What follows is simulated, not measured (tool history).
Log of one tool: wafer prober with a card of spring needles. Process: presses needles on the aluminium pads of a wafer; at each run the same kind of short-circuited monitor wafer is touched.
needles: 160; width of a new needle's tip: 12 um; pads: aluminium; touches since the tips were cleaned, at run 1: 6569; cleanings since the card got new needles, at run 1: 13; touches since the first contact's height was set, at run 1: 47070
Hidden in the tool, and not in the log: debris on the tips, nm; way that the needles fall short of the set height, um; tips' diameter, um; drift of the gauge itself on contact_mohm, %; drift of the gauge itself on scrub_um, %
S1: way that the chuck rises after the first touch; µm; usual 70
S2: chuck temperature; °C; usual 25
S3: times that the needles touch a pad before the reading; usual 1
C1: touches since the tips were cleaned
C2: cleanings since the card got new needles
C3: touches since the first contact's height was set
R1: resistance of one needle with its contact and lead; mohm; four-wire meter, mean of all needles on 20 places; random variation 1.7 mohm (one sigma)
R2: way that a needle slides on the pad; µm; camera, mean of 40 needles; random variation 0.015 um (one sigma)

run,hour,S1,S2,S3,C1,C2,C3,R1,R2
1,0.0,70,25,1,6569,13,47070,167,18.80
# hour 4.4: tips cleaned on abrasive film
2,9.4,70,25,1,1476,14,49824,165,18.78
3,26.1,70,25,1,6467,14,54815,169,18.79
# hour 30.4: tips cleaned on abrasive film
4,35.6,70,31,1,1548,15,57622,168,18.78
5,45.3,70,31,1,4420,15,60494,166,18.79
6,55.0,70,25,2,7301,15,63375,168,18.78
# hour 56.5: tips cleaned on abrasive film
7,62.7,70,25,1,1853,16,65664,168,18.78
8,74.0,70,73,1,5208,16,69019,177,18.78
# hour 83.1: tips cleaned on abrasive film
9,87.9,51,73,1,1406,17,73114,180,13.67
10,96.2,51,73,1,3884,17,75592,180,13.68
# hour 100.7: height of the first contact set anew
11,104.6,70,25,1,6308,17,1184,166,18.80
# hour 110.0: tips cleaned on abrasive film
12,112.5,70,25,1,746,18,3511,171,18.78
13,128.2,70,25,1,5396,18,8161,169,18.80
# hour 136.3: tips cleaned on abrasive film
14,144.2,70,25,1,2376,19,12919,165,18.81
15,158.3,70,25,2,6574,19,17117,166,18.81
# hour 163.1: tips cleaned on abrasive film
16,172.8,70,25,2,2911,20,21406,169,18.81
17,187.7,70,25,2,7336,20,25831,166,18.78

Forecast run 18:
# hour 189.4: tips cleaned on abrasive film
18,195.8,70,56,1,1890,21,28202,?,?

R1: 171 mohm
R2: 18.79 µm
Without the tool's hidden state the same run would have given R1 171 mohm, R2 18.79 µm.

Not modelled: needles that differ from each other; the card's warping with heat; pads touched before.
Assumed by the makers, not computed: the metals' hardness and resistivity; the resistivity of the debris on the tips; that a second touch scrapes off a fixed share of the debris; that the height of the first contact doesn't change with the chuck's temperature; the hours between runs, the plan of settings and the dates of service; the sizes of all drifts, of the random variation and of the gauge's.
